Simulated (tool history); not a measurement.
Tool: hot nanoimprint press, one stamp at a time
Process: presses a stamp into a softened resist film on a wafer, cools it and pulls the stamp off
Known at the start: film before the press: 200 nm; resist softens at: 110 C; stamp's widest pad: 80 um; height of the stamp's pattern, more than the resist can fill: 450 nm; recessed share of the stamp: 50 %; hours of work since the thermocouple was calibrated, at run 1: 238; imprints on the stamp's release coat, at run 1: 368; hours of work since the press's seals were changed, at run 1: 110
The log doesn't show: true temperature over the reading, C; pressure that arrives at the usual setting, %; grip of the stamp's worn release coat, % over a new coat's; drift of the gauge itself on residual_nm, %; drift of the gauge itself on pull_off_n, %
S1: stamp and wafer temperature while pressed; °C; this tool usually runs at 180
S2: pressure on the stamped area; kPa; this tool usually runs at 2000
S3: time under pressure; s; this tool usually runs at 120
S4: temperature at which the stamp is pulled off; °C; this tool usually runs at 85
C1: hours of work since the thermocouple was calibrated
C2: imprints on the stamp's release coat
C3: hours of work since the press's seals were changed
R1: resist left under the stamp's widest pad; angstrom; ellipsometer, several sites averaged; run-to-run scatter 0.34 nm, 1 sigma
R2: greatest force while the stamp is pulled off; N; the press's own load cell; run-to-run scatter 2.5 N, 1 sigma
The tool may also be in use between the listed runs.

| run | hour | S1 | S2 | S3 | S4 | C1 | C2 | C3 | R1 | R2 |
|---|---|---|---|---|---|---|---|---|---|---|
| 1 | 0 | 180 | 2000 | 120 | 85 | 238 | 368 | 110 | 1012 | 141 |
| 2 | 4.7 | 180 | 2000 | 120 | 85 | 240 | 389 | 112 | 1007 | 142 |
| 3 | 11.2 | 180 | 2000 | 120 | 83 | 244 | 417 | 116 | 1013 | 151 |
| 4 | 19.3 | 180 | 2000 | 120 | 79 | 248 | 453 | 120 | 1020 | 171 |
| 5 | 26.3 | 180 | 2000 | 120 | 79 | 252 | 483 | 124 | 1012 | 163 |
| 6 | 31.3 | 180 | 2000 | 120 | 79 | 255 | 505 | 127 | 1012 | 167 |
| 7 | 40.9 | 180 | 2000 | 76 | 85 | 261 | 547 | 133 | 1183 | 150 |
| 8 | 45.9 | 180 | 2000 | 76 | 85 | 263 | 569 | 135 | 1190 | 143 |
| 9 | 52.8 | 180 | 2000 | 76 | 85 | 267 | 599 | 139 | 1190 | 144 |
| 10 | 57.8 | 180 | 2000 | 76 | 91 | 270 | 621 | 142 | 1175 | 122 |
| 11 | 62.9 | 180 | 2000 | 76 | 91 | 273 | 643 | 145 | 1186 | 121 |
| 12 | 67.2 | 180 | 2000 | 76 | 91 | 275 | 662 | 147 | 1188 | 120 |
| 13 | 73.8 | 180 | 2000 | 76 | 91 | 279 | 691 | 151 | 1185 | 122 |
| 14 | 80.1 | 185 | 1310 | 120 | 78 | 282 | 719 | 155 | 1025 | 170 |
| 15 | 89.2 | 180 | 2750 | 190 | 78 | 288 | 758 | 160 | 740 | 172 |
| 16 | 93.5 | 180 | 2750 | 190 | 78 | 290 | 777 | 162 | 738 | 177 |
| 17 | 99.7 | 191 | 1430 | 120 | 85 | 293 | 804 | 166 | 806 | 143 |
| 18 | 104.9 | 188 | 2000 | 143 | 80 | 296 | 827 | 168 | 711 | 167 |
| 19 | 114.3 | 170 | 2050 | 120 | 85 | 302 | 868 | 174 | 1414 | 144 |
|  | 125.9 | stamp cleaned and given a new release coat |
| 20 | 127 | 180 | 1700 | 120 | 80 | 305 | 5 | 177 | 1100 | 161 |
| 21 | 136.9 | 176 | 1940 | 240 | 92 | 311 | 48 | 183 | 947 | 116 |
| 22 | 144.3 | 171 | 1940 | 108 | 72 | 315 | 81 | 187 | 1442 | 196 |
|  | 146 | gauge calibrated |
| 23 | 153.8 | 180 | 2840 | 120 | 78 | 320 | 122 | 192 | 861 | 173 |
| 24 | 161.8 | 180 | 2840 | 120 | 78 | 325 | 157 | 197 | 867 | 168 |
| 25 | 167 | 180 | 1530 | 187 | 77 | 328 | 180 | 200 | 972 | 178 |

Subtracting, for every run, the result it would have given without the tool's unlogged condition from the measured result gives the following. The same run-to-run variation enters both numbers; the gauge's scatter may not:
| run | R1 |
|---|---|
| 1 | -1 |
| 2 | +0 |
| 3 | +1 |
| 4 | +1 |
| 5 | +3 |
| 6 | +4 |
| 7 | +5 |
| 8 | +6 |
| 9 | +7 |
| 10 | +7 |
| 11 | +8 |
| 12 | +9 |
| 13 | +10 |
| 14 | +10 |
| 15 | +7 |
| 16 | +8 |
| 17 | +9 |
| 18 | +8 |
| 19 | +18 |
| 20 | +15 |
| 21 | +14 |
| 22 | +23 |
| 23 | +0 |
| 24 | +1 |
| 25 | +1 |
R2: at most 1 N away from the measurement, every run.
